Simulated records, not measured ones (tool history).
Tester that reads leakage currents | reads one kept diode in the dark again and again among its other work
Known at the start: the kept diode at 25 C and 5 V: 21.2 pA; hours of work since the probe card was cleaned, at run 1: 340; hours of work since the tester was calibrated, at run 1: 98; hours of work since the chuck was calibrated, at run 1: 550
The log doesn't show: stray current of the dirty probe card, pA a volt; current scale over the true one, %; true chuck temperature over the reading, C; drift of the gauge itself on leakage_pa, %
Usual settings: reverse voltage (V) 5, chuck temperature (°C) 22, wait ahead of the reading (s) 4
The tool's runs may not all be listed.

run,hour,reverse voltage (V),chuck temperature (°C),wait ahead of the reading (s),hours of work since the probe card was cleaned,hours of work since the tester was calibrated,hours of work since the chuck was calibrated,current that the tester gives (pA)
1,0,5,22,4,340,98,550,18.94
2,30.8,5,22,4,360,118,570,19.09
3,63,5,22,4,381,139,591,19.27
4,90.7,5,22,4,399,156,609,19.32
5,135.7,5,22,4,428,185,638,19.3
6,167.2,5,22,4,448,206,658,19.27
7,192.3,5,22,4,464,222,674,19.48
8,226.4,5,22,4,486,244,696,19.7
9,250.6,5,27,4,502,260,712,28.02
10,282,1.12,22,0.7,522,280,732,11.43
11,325.9,1.77,23,0.43,551,308,761,15.23
12,369.1,6.93,50,2.38,578,336,789,150.16
13,408.8,3,22,1.24,604,362,814,16.77
14,432.6,4.75,28,6.28,619,377,830,29.77
15,467.8,1.99,39,4,642,400,852,45.81
16,506.5,2.53,22,0.55,667,425,877,16.5
17,532.3,2.53,22,0.55,684,441,894,16.66

Forecast each of these 5 alternatives for the next run:
A,567,2.53,42,0.55,706,464,916,?
B,567,5,25,4,706,464,916,?
C,567,3.2,37,0.35,706,464,916,?
D,567,6.13,51,0.55,706,464,916,?
E,567,2.66,37,0.55,706,464,916,?

run,current that the tester gives (pA)
A,63.18
B,25.28
C,50.78
D,157.48
E,46.13
Without the tool's hidden state the same runs would have given:
run,current that the tester gives (pA)
A,58.8
B,21.77
C,46.81
D,147.07
E,42.56

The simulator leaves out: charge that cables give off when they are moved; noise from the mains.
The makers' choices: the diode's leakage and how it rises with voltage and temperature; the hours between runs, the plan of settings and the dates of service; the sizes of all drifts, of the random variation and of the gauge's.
